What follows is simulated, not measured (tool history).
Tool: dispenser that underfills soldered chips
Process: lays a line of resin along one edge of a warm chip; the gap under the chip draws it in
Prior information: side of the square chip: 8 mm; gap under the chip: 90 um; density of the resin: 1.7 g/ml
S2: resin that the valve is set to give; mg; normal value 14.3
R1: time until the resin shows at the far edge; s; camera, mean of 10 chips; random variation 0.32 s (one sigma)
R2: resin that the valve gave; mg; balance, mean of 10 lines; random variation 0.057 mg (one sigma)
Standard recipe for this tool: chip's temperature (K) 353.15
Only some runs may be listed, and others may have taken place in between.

{"run": 1, "hour": 0.0, "chip's temperature (K)": 353.15, "S2": 14.3, "R1": 20.4, "R2": 13.13}
{"hour": 1.4, "done": "new syringe of resin"}
{"hour": 5.9, "done": "dispensing valve cleaned and set on the balance"}
{"run": 2, "hour": 8.7, "chip's temperature (K)": 353.15, "S2": 12.8, "R1": 17.8, "R2": 12.73}
{"hour": 12.8, "done": "new syringe of resin"}
{"run": 3, "hour": 14.7, "chip's temperature (K)": 353.15, "S2": 12.8, "R1": 15.9, "R2": 12.79}
{"run": 4, "hour": 20.6, "chip's temperature (K)": 368.15, "S2": 14.3, "R1": 10.3, "R2": 14.12}
{"hour": 23.3, "done": "new syringe of resin"}
{"run": 5, "hour": 27.0, "chip's temperature (K)": 368.15, "S2": 15.6, "R1": 8.1, "R2": 15.39}
{"hour": 33.7, "done": "new syringe of resin"}
{"run": 6, "hour": 33.7, "chip's temperature (K)": 368.15, "S2": 15.6, "R1": 8.5, "R2": 15.3}
{"run": 7, "hour": 40.6, "chip's temperature (K)": 368.15, "S2": 15.6, "R1": 10.0, "R2": 15.34}
{"hour": 44.0, "done": "new syringe of resin"}
{"run": 8, "hour": 48.0, "chip's temperature (K)": 368.15, "S2": 15.6, "R1": 9.0, "R2": 15.19}
{"hour": 54.6, "done": "new syringe of resin"}
{"run": 9, "hour": 55.1, "chip's temperature (K)": 368.15, "S2": 15.6, "R1": 7.6, "R2": 15.11}
{"run": 10, "hour": 60.8, "chip's temperature (K)": 368.15, "S2": 15.6, "R1": 10.4, "R2": 15.06}
{"hour": 65.0, "done": "new syringe of resin"}
{"run": 11, "hour": 68.1, "chip's temperature (K)": 349.15, "S2": 15.3, "R1": 19.1, "R2": 14.72}
{"hour": 75.9, "done": "new syringe of resin"}
{"run": 12, "hour": 75.9, "chip's temperature (K)": 361.15, "S2": 13.7, "R1": 10.6, "R2": 13.04}
{"run": 13, "hour": 81.3, "chip's temperature (K)": 357.15, "S2": 13.4, "R1": 15.4, "R2": 12.74}
{"hour": 86.5, "done": "new syringe of resin"}
{"run": 14, "hour": 88.9, "chip's temperature (K)": 357.15, "S2": 13.4, "R1": 14.0, "R2": 12.72}
{"run": 15, "hour": 94.5, "chip's temperature (K)": 343.15, "S2": 15.5, "R1": 28.1, "R2": 14.54}
{"hour": 97.2, "done": "new syringe of resin"}
{"run": 16, "hour": 98.3, "chip's temperature (K)": 343.15, "S2": 15.5, "R1": 24.3, "R2": 14.51}
{"run": 17, "hour": 104.9, "chip's temperature (K)": 349.15, "S2": 14.8, "R1": 22.3, "R2": 13.85}

Alternative continuations, all from the tool just after run 17; predict every row:
{"hour": 107.7, "done": "new syringe of resin"}
{"run": "A", "hour": 109.2, "chip's temperature (K)": 339.15, "S2": 13.2, "R1": "?", "R2": "?"}
{"hour": 107.7, "done": "new syringe of resin"}
{"run": "B", "hour": 109.2, "chip's temperature (K)": 352.15, "S2": 14.3, "R1": "?", "R2": "?"}
{"hour": 107.7, "done": "new syringe of resin"}
{"run": "C", "hour": 109.2, "chip's temperature (K)": 339.15, "S2": 13.1, "R1": "?", "R2": "?"}
{"hour": 107.7, "done": "new syringe of resin"}
{"run": "D", "hour": 109.2, "chip's temperature (K)": 366.15, "S2": 18.3, "R1": "?", "R2": "?"}
{"hour": 107.7, "done": "new syringe of resin"}
{"run": "E", "hour": 109.2, "chip's temperature (K)": 366.15, "S2": 16.5, "R1": "?", "R2": "?"}

run=A R1=29.4 R2=12.42
run=B R1=17.0 R2=13.35
run=C R1=30.0 R2=12.30
run=D R1=9.1 R2=17.09
run=E R1=8.4 R2=15.43
With no hidden state in the tool, these same runs would have given:
run=A R1=26.6 R2=13.27
run=B R1=15.6 R2=14.28
run=C R1=27.1 R2=13.16
run=D R1=8.4 R2=18.28
run=E R1=7.7 R2=16.50

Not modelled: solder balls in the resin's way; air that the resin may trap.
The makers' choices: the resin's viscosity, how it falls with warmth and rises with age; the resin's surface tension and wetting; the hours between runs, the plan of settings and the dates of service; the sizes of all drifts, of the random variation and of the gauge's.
